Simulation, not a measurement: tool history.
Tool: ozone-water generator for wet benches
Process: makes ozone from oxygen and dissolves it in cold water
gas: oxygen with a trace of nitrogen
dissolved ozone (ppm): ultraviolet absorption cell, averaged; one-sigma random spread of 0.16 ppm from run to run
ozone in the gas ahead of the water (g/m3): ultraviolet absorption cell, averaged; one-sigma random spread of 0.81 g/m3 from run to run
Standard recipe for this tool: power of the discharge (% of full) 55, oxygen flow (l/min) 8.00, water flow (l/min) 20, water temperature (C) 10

| run | day | power of the discharge (% of full) | oxygen flow (l/min) | water flow (l/min) | water temperature (C) | dissolved ozone (ppm) | ozone in the gas ahead of the water (g/m3) |
|---|---|---|---|---|---|---|---|
| 1 | 0.000 | 55 | 8.00 | 20 | 10 | 18.7 | 127.0 |
| 2 | 0.746 | 55 | 8.00 | 20 | 10 | 18.8 | 127.4 |
| 3 | 2.329 | 55 | 8.00 | 20 | 10 | 18.7 | 126.8 |
| 4 | 3.250 | 55 | 8.00 | 20 | 13 | 18.2 | 128.1 |
| 5 | 4.500 | 55 | 8.00 | 20 | 13 | 17.9 | 126.2 |
|  | 4.796 | contactor cleaned |
| 6 | 5.792 | 55 | 8.00 | 20 | 10 | 18.5 | 124.5 |
| 7 | 6.575 | 55 | 8.00 | 18 | 10 | 19.9 | 125.6 |

Run 8 has not been measured yet. What should we expect?
| 8 | 7.629 | 67 | 6.41 | 13 | 10 | ? | ? |

Run 8 measured dissolved ozone (ppm) 30.2, ozone in the gas ahead of the water (g/m3) 161.3.
If the tool had no hidden condition, the same run with the same run-to-run variation would have returned dissolved ozone (ppm) 32.9, ozone in the gas ahead of the water (g/m3) 164.5.
